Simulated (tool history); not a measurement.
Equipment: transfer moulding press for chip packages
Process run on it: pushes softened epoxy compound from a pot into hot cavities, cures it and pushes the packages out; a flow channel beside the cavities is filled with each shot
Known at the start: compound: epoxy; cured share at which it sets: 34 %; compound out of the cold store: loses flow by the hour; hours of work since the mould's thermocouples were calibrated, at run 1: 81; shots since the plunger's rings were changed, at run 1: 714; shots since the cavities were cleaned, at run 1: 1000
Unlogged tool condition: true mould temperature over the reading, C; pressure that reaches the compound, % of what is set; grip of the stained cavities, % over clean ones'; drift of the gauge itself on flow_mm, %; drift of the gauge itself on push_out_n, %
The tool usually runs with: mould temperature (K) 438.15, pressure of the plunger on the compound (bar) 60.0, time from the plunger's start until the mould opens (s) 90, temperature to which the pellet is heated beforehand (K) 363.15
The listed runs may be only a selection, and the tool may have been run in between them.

run	hour	mould temperature (K)	pressure of the plunger on the compound (bar)	time from the plunger's start until the mould opens (s)	temperature to which the pellet is heated beforehand (K)	hours of work since the mould's thermocouples were calibrated	shots since the plunger's rings were changed	shots since the cavities were cleaned	incoming compound's hours out of the cold store	length that the compound runs in the flow channel (mm)	greatest force on the pins that push the packages out (N)
1	0.0	438.15	60.0	90	363.15	81	714	1000	13.4	718	1121
2	16.1	438.15	60.0	90	363.15	87	850	1136	33.3	678	1139
# hour 18.7: cavities cleaned with cleaning compound and waxed
3	39.2	439.15	60.0	90	363.15	96	1034	174	36.4	660	767
4	60.4	439.15	60.0	90	363.15	105	1214	354	23.0	688	902
5	83.5	438.15	60.0	90	355.15	115	1411	551	10.6	716	1084
6	104.5	438.15	60.0	90	355.15	124	1589	729	12.6	712	1145
7	125.5	438.15	60.0	90	367.15	133	1767	907	30.8	661	1128
8	144.8	432.15	60.0	90	363.15	141	1932	1072	17.7	714	1780
# hour 155.0: cavities cleaned with cleaning compound and waxed
9	165.2	432.15	60.0	90	363.15	149	2092	86	23.4	696	1164
10	179.5	432.15	60.0	90	363.15	155	2214	208	32.4	677	1339
11	201.8	432.15	60.0	90	363.15	164	2403	397	9.8	720	1645
12	213.2	432.15	60.0	90	363.15	169	2500	494	46.2	645	1568
13	226.4	432.15	60.0	90	363.15	175	2613	607	12.8	716	1767
14	246.0	432.15	60.0	90	363.15	183	2779	773	25.2	683	1761
15	255.6	434.15	60.0	72	357.15	187	2861	855	40.1	643	2408
16	271.1	438.15	67.2	90	363.15	193	2992	986	46.2	660	1116
17	284.2	438.15	57.6	90	361.15	199	3103	1097	20.9	655	1156
# hour 290.6: cavities cleaned with cleaning compound and waxed
18	297.8	435.15	60.0	90	355.15	204	3206	61	37.4	641	879
# hour 300.9: mould's thermocouples calibrated
19	316.5	435.15	60.0	90	355.15	7	3348	203	12.5	694	1128
20	331.4	435.15	60.0	90	354.15	13	3475	330	39.8	633	1191
# hour 341.8: mould's thermocouples calibrated, once more
21	342.8	442.15	45.6	90	367.15	0	3555	410	42.6	528	807
22	353.9	442.15	45.6	86	355.15	5	3649	504	14.1	581	924
23	369.1	432.15	63.9	86	355.15	11	3778	633	30.8	672	1899
24	391.2	438.15	60.0	71	363.15	21	3966	821	35.0	628	1796
# hour 410.0: plunger's sealing rings changed
25	415.1	434.15	58.6	92	372.15	30	44	1003	33.8	677	1347
# hour 433.2: cavities cleaned with cleaning compound and waxed
26	435.3	439.15	74.6	99	354.15	38	203	18	27.7	774	532
27	453.3	439.15	74.6	85	353.15	45	356	171	33.8	744	825
28	472.2	438.15	51.9	96	353.15	53	516	331	9.5	685	903

A few steps of length that the compound runs in the flow channel (mm) between consecutive runs. Split each: what settings, incoming material and random variation would produce without the hidden state, and what is left over for the hidden state, along with gauge scatter present in only one of the two compared results (measured, and without hidden state):
Run 20 -> 21: mould temperature (K) 435.15 -> 442.15, pressure of the plunger on the compound (bar) 60.0 -> 45.6, temperature to which the pellet is heated beforehand (K) 354.15 -> 367.15, mould's thermocouples calibrated, once more. length that the compound runs in the flow channel (mm) -105: hidden state +4, all else -109.
Run 22 -> 23: mould temperature (K) 442.15 -> 432.15, pressure of the plunger on the compound (bar) 45.6 -> 63.9. length that the compound runs in the flow channel (mm) +91: hidden state -9, all else +100.
Run 24 -> 25: mould temperature (K) 438.15 -> 434.15, pressure of the plunger on the compound (bar) 60.0 -> 58.6, time from the plunger's start until the mould opens (s) 71 -> 92, temperature to which the pellet is heated beforehand (K) 363.15 -> 372.15, plunger's sealing rings changed. length that the compound runs in the flow channel (mm) +49: hidden state +50, all else -1.
Run 25 -> 26: mould temperature (K) 434.15 -> 439.15, pressure of the plunger on the compound (bar) 58.6 -> 74.6, time from the plunger's start until the mould opens (s) 92 -> 99, temperature to which the pellet is heated beforehand (K) 372.15 -> 354.15, cavities cleaned with cleaning compound and waxed. length that the compound runs in the flow channel (mm) +97: hidden state -2, all else +99.
